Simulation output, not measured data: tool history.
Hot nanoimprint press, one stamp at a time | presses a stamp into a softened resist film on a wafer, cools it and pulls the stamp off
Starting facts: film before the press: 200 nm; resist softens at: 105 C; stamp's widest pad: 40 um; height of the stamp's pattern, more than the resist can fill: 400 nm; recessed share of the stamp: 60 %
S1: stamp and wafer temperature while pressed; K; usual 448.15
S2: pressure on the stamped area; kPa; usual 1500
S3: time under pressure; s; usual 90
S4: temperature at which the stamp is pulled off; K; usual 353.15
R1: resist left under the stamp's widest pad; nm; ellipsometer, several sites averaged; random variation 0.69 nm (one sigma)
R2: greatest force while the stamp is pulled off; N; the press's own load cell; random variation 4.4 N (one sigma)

run	hour	S1	S2	S3	S4	R1	R2
1	0	448.15	1500	90	353.15	80.8	221
2	12.1	448.15	1500	90	353.15	80.3	222
3	20.3	448.15	1500	90	353.15	81.1	222
4	26.4	448.15	1500	90	353.15	80.4	225
5	33.2	448.15	1120	90	353.15	91.2	227
6	39.6	448.15	1120	90	340.15	90.4	308
7	48.5	448.15	1120	90	340.15	91.2	318
8	58.2	448.15	1500	90	355.15	81.3	220
9	68	448.15	1500	90	353.15	80.8	230
10	75.1	448.15	1500	90	353.15	82	246
11	86.1	448.15	1500	90	353.15	81.5	239
12	98	448.15	1500	148	353.15	66	236
13	108.9	448.15	1500	148	353.15	66.7	247
14	117.7	447.15	1500	90	353.15	85.8	248
15	127.1	447.15	1500	90	353.15	85.9	262
16	134.5	448.15	1500	90	355.15	81.3	243
17	139.7	448.15	1180	90	353.15	89.5	256
18	147.1	448.15	1690	56	341.15	93.4	360
# hour 151.2: plate thermocouple calibrated
19	162.2	449.15	1650	172	353.15	55.9	269
20	168.9	449.15	1650	56	353.15	90.7	268
# hour 176: plate thermocouple calibrated, once more
21	182.1	447.15	1210	158	353.15	72.3	279
22	189.8	436.15	2250	47	359.15	144.5	218
23	201.1	436.15	2250	47	359.15	143.2	228
24	208.4	436.15	2150	59	359.15	139.3	235
25	217.6	453.15	2120	78	355.15	58.1	263
26	227.4	453.15	1620	106	355.15	56.3	275
# hour 238: stamp cleaned and given a new release coat
27	242.6	453.15	1620	112	346.15	55.9	262
28	255.4	446.15	1790	112	346.15	75.7	267
29	261.2	446.15	1790	112	346.15	75.9	274

Below, some changes in R1 between adjacent runs. For each, the amount present without the hidden state too (settings, incoming material, random variation) and the amount remaining for the hidden state with gauge scatter not shared by both compared results:
The tool's hidden condition here consists of: true temperature over the reading, C; pressure that arrives at the usual setting, %; grip of the stamp's worn release coat, % over a new coat's; drift of the gauge itself on residual_nm, %; drift of the gauge itself on pull_off_n, %.
Run 19 -> 20: S3 172 -> 56. R1 +34.8 nm: hidden state +0.7, all else +34.1.
Run 20 -> 21: S1 449.15 -> 447.15, S2 1650 -> 1210, S3 56 -> 158, plate thermocouple calibrated, once more. R1 -18.4 nm: hidden state -2, all else -16.4.
Run 21 -> 22: S1 447.15 -> 436.15, S2 1210 -> 2250, S3 158 -> 47, S4 353.15 -> 359.15. R1 +72.2 nm: hidden state +0.7, all else +71.5.
Run 24 -> 25: S1 436.15 -> 453.15, S2 2150 -> 2120, S3 59 -> 78, S4 359.15 -> 355.15. R1 -81.2 nm: hidden state -0.3, all else -80.9.
